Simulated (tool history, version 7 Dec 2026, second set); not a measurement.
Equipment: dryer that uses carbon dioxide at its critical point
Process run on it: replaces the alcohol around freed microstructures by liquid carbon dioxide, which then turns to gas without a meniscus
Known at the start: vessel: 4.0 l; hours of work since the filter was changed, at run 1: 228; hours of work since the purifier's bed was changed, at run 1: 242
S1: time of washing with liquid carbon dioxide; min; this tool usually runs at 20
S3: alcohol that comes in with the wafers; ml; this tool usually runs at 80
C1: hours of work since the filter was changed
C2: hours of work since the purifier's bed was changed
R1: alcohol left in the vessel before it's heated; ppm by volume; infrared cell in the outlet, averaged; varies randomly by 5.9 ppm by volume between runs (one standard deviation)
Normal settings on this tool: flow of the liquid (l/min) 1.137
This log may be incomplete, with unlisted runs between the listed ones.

{"run": 1, "hour": 0.0, "S1": 20, "flow of the liquid (l/min)": 1.137, "S3": 80, "C1": 228, "C2": 242, "R1": 485}
{"run": 2, "hour": 24.6, "S1": 20, "flow of the liquid (l/min)": 1.137, "S3": 80, "C1": 237, "C2": 252, "R1": 499}
{"run": 3, "hour": 35.8, "S1": 20, "flow of the liquid (l/min)": 1.137, "S3": 80, "C1": 241, "C2": 256, "R1": 491}
{"run": 4, "hour": 50.7, "S1": 13, "flow of the liquid (l/min)": 1.137, "S3": 80, "C1": 247, "C2": 262, "R1": 1698}
{"run": 5, "hour": 62.8, "S1": 13, "flow of the liquid (l/min)": 1.137, "S3": 80, "C1": 252, "C2": 267, "R1": 1671}
{"run": 6, "hour": 82.9, "S1": 20, "flow of the liquid (l/min)": 1.137, "S3": 67, "C1": 260, "C2": 275, "R1": 431}
{"run": 7, "hour": 101.6, "S1": 20, "flow of the liquid (l/min)": 1.137, "S3": 80, "C1": 267, "C2": 282, "R1": 556}
{"run": 8, "hour": 116.2, "S1": 20, "flow of the liquid (l/min)": 1.137, "S3": 80, "C1": 273, "C2": 288, "R1": 538}
{"hour": 124.4, "done": "inlet filter changed"}
{"run": 9, "hour": 134.6, "S1": 20, "flow of the liquid (l/min)": 1.137, "S3": 80, "C1": 4, "C2": 294, "R1": 301}
{"run": 10, "hour": 156.1, "S1": 20, "flow of the liquid (l/min)": 1.137, "S3": 27, "C1": 12, "C2": 303, "R1": 173}
{"run": 11, "hour": 171.2, "S1": 20, "flow of the liquid (l/min)": 1.137, "S3": 55, "C1": 18, "C2": 309, "R1": 252}
{"run": 12, "hour": 190.0, "S1": 20, "flow of the liquid (l/min)": 1.137, "S3": 55, "C1": 26, "C2": 316, "R1": 245}
{"run": 13, "hour": 200.9, "S1": 20, "flow of the liquid (l/min)": 1.137, "S3": 55, "C1": 30, "C2": 320, "R1": 255}
{"run": 14, "hour": 222.1, "S1": 20, "flow of the liquid (l/min)": 1.137, "S3": 55, "C1": 38, "C2": 328, "R1": 252}
{"run": 15, "hour": 236.6, "S1": 20, "flow of the liquid (l/min)": 1.137, "S3": 55, "C1": 44, "C2": 334, "R1": 278}
{"run": 16, "hour": 254.9, "S1": 20, "flow of the liquid (l/min)": 1.137, "S3": 55, "C1": 51, "C2": 341, "R1": 264}
{"run": 17, "hour": 270.3, "S1": 20, "flow of the liquid (l/min)": 0.82, "S3": 80, "C1": 57, "C2": 347, "R1": 905}
{"run": 18, "hour": 294.5, "S1": 31, "flow of the liquid (l/min)": 1.21, "S3": 41, "C1": 66, "C2": 357, "R1": 122}
{"run": 19, "hour": 314.7, "S1": 31, "flow of the liquid (l/min)": 1.21, "S3": 41, "C1": 74, "C2": 364, "R1": 122}
{"run": 20, "hour": 336.1, "S1": 29, "flow of the liquid (l/min)": 1.72, "S3": 65, "C1": 82, "C2": 373, "R1": 128}
{"run": 21, "hour": 351.3, "S1": 29, "flow of the liquid (l/min)": 1.72, "S3": 65, "C1": 88, "C2": 379, "R1": 129}
{"run": 22, "hour": 362.9, "S1": 29, "flow of the liquid (l/min)": 1.72, "S3": 24, "C1": 93, "C2": 383, "R1": 131}
{"run": 23, "hour": 389.1, "S1": 32, "flow of the liquid (l/min)": 0.83, "S3": 24, "C1": 103, "C2": 393, "R1": 166}
{"run": 24, "hour": 411.1, "S1": 29, "flow of the liquid (l/min)": 1.44, "S3": 80, "C1": 112, "C2": 402, "R1": 152}
{"run": 25, "hour": 429.7, "S1": 25, "flow of the liquid (l/min)": 1.43, "S3": 30, "C1": 119, "C2": 409, "R1": 140}
{"run": 26, "hour": 444.2, "S1": 21, "flow of the liquid (l/min)": 1.14, "S3": 30, "C1": 125, "C2": 415, "R1": 219}
{"run": 27, "hour": 469.3, "S1": 20, "flow of the liquid (l/min)": 1.19, "S3": 34, "C1": 134, "C2": 425, "R1": 245}
{"run": 28, "hour": 493.2, "S1": 20, "flow of the liquid (l/min)": 1.19, "S3": 26, "C1": 144, "C2": 434, "R1": 203}
{"run": 29, "hour": 504.3, "S1": 17, "flow of the liquid (l/min)": 1.68, "S3": 27, "C1": 148, "C2": 438, "R1": 183}
{"run": 30, "hour": 526.8, "S1": 17, "flow of the liquid (l/min)": 1.84, "S3": 80, "C1": 157, "C2": 447, "R1": 202}
{"run": 31, "hour": 539.4, "S1": 13, "flow of the liquid (l/min)": 0.91, "S3": 80, "C1": 162, "C2": 452, "R1": 2472}
{"run": 32, "hour": 552.3, "S1": 27, "flow of the liquid (l/min)": 0.75, "S3": 71, "C1": 167, "C2": 457, "R1": 592}
{"run": 33, "hour": 573.0, "S1": 26, "flow of the liquid (l/min)": 1.3, "S3": 120, "C1": 175, "C2": 465, "R1": 224}

Consider 4 possible next runs. They are alternatives, not a sequence: every one starts from the tool as it was left by run 33. What does each give?
{"run": "A", "hour": 585.0, "S1": 20, "flow of the liquid (l/min)": 1.137, "S3": 30, "C1": 179, "C2": 470, "R1": "?"}
{"run": "B", "hour": 585.0, "S1": 26, "flow of the liquid (l/min)": 1.68, "S3": 120, "C1": 179, "C2": 470, "R1": "?"}
{"run": "C", "hour": 585.0, "S1": 24, "flow of the liquid (l/min)": 1.86, "S3": 80, "C1": 179, "C2": 470, "R1": "?"}
{"run": "D", "hour": 585.0, "S1": 20, "flow of the liquid (l/min)": 1.7, "S3": 80, "C1": 179, "C2": 470, "R1": "?"}

run=A R1=271
run=B R1=156
run=C R1=155
run=D R1=191
What these runs would have given with no unlogged condition in the tool:
run=A R1=77
run=B R1=2
run=C R1=8
run=D R1=20
